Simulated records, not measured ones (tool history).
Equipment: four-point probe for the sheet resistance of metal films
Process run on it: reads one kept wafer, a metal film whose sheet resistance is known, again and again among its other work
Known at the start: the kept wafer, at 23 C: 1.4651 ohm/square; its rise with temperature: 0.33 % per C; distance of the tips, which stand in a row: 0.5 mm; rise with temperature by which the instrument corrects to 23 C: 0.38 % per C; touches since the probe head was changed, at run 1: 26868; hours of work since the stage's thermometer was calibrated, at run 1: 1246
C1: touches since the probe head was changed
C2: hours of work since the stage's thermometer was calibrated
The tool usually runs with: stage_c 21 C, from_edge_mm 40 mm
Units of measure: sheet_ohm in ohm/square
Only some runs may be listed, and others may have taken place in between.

{"run": 1, "hour": 0.0, "stage_c": 21, "from_edge_mm": 40, "C1": 26868, "C2": 1246, "sheet_ohm": 1.472355}
{"run": 2, "hour": 28.1, "stage_c": 21, "from_edge_mm": 7, "C1": 27583, "C2": 1266, "sheet_ohm": 1.475944}
{"run": 3, "hour": 55.3, "stage_c": 21, "from_edge_mm": 7, "C1": 28276, "C2": 1285, "sheet_ohm": 1.476866}
{"run": 4, "hour": 76.9, "stage_c": 21, "from_edge_mm": 7, "C1": 28826, "C2": 1301, "sheet_ohm": 1.476768}
{"hour": 86.8, "done": "stage's thermometer calibrated"}
{"run": 5, "hour": 90.8, "stage_c": 21, "from_edge_mm": 7, "C1": 29168, "C2": 3, "sheet_ohm": 1.477248}
{"run": 6, "hour": 111.0, "stage_c": 21, "from_edge_mm": 40, "C1": 29684, "C2": 17, "sheet_ohm": 1.472938}
{"run": 7, "hour": 136.4, "stage_c": 21, "from_edge_mm": 40, "C1": 30331, "C2": 36, "sheet_ohm": 1.472695}
{"run": 8, "hour": 154.7, "stage_c": 21, "from_edge_mm": 19, "C1": 30798, "C2": 49, "sheet_ohm": 1.473316}
{"run": 9, "hour": 174.2, "stage_c": 21, "from_edge_mm": 40, "C1": 31295, "C2": 63, "sheet_ohm": 1.473186}
{"run": 10, "hour": 199.3, "stage_c": 21, "from_edge_mm": 40, "C1": 31932, "C2": 81, "sheet_ohm": 1.472856}
{"hour": 224.9, "done": "stage's thermometer calibrated, once more"}
{"run": 11, "hour": 227.5, "stage_c": 21, "from_edge_mm": 44, "C1": 32639, "C2": 2, "sheet_ohm": 1.472416}
{"run": 12, "hour": 251.2, "stage_c": 31, "from_edge_mm": 40, "C1": 33243, "C2": 19, "sheet_ohm": 1.464436}
{"run": 13, "hour": 269.3, "stage_c": 31, "from_edge_mm": 40, "C1": 33704, "C2": 32, "sheet_ohm": 1.464464}
{"run": 14, "hour": 297.3, "stage_c": 21, "from_edge_mm": 40, "C1": 34417, "C2": 52, "sheet_ohm": 1.473012}
{"run": 15, "hour": 322.4, "stage_c": 22, "from_edge_mm": 15, "C1": 35056, "C2": 70, "sheet_ohm": 1.4729}
{"run": 16, "hour": 348.4, "stage_c": 18, "from_edge_mm": 15, "C1": 35718, "C2": 89, "sheet_ohm": 1.476029}
{"run": 17, "hour": 371.8, "stage_c": 18, "from_edge_mm": 15, "C1": 36316, "C2": 106, "sheet_ohm": 1.476306}
{"run": 18, "hour": 389.8, "stage_c": 18, "from_edge_mm": 19, "C1": 36775, "C2": 119, "sheet_ohm": 1.475936}
{"run": 19, "hour": 413.5, "stage_c": 21, "from_edge_mm": 7, "C1": 37378, "C2": 136, "sheet_ohm": 1.476285}
{"run": 20, "hour": 427.7, "stage_c": 28, "from_edge_mm": 5, "C1": 37741, "C2": 146, "sheet_ohm": 1.47495}
{"run": 21, "hour": 442.5, "stage_c": 28, "from_edge_mm": 5, "C1": 38116, "C2": 157, "sheet_ohm": 1.475365}
{"run": 22, "hour": 460.9, "stage_c": 19, "from_edge_mm": 9, "C1": 38585, "C2": 170, "sheet_ohm": 1.476928}
{"run": 23, "hour": 474.8, "stage_c": 20, "from_edge_mm": 4, "C1": 38940, "C2": 180, "sheet_ohm": 1.48639}
{"run": 24, "hour": 496.0, "stage_c": 27, "from_edge_mm": 26, "C1": 39480, "C2": 195, "sheet_ohm": 1.468209}
{"run": 25, "hour": 514.1, "stage_c": 27, "from_edge_mm": 26, "C1": 39940, "C2": 208, "sheet_ohm": 1.467881}
{"run": 26, "hour": 532.6, "stage_c": 27, "from_edge_mm": 26, "C1": 40413, "C2": 222, "sheet_ohm": 1.468962}
{"run": 27, "hour": 551.4, "stage_c": 34, "from_edge_mm": 12, "C1": 40891, "C2": 235, "sheet_ohm": 1.463573}

What if the next run were any one of these 4? Each begins from the tool's condition after run 27:
{"run": "A", "hour": 572.2, "stage_c": 21, "from_edge_mm": 8, "C1": 41420, "C2": 250, "sheet_ohm": "?"}
{"run": "B", "hour": 572.2, "stage_c": 28, "from_edge_mm": 29, "C1": 41420, "C2": 250, "sheet_ohm": "?"}
{"run": "C", "hour": 572.2, "stage_c": 30, "from_edge_mm": 6, "C1": 41420, "C2": 250, "sheet_ohm": "?"}
{"run": "D", "hour": 572.2, "stage_c": 21, "from_edge_mm": 63, "C1": 41420, "C2": 250, "sheet_ohm": "?"}

run=A sheet_ohm=1.475994
run=B sheet_ohm=1.467891
run=C sheet_ohm=1.471275
run=D sheet_ohm=1.472468
The same runs, with their run-to-run variation unchanged, on a tool lacking any hidden condition would have given:
run=A sheet_ohm=1.469425
run=B sheet_ohm=1.461369
run=C sheet_ohm=1.464743
run=D sheet_ohm=1.465914
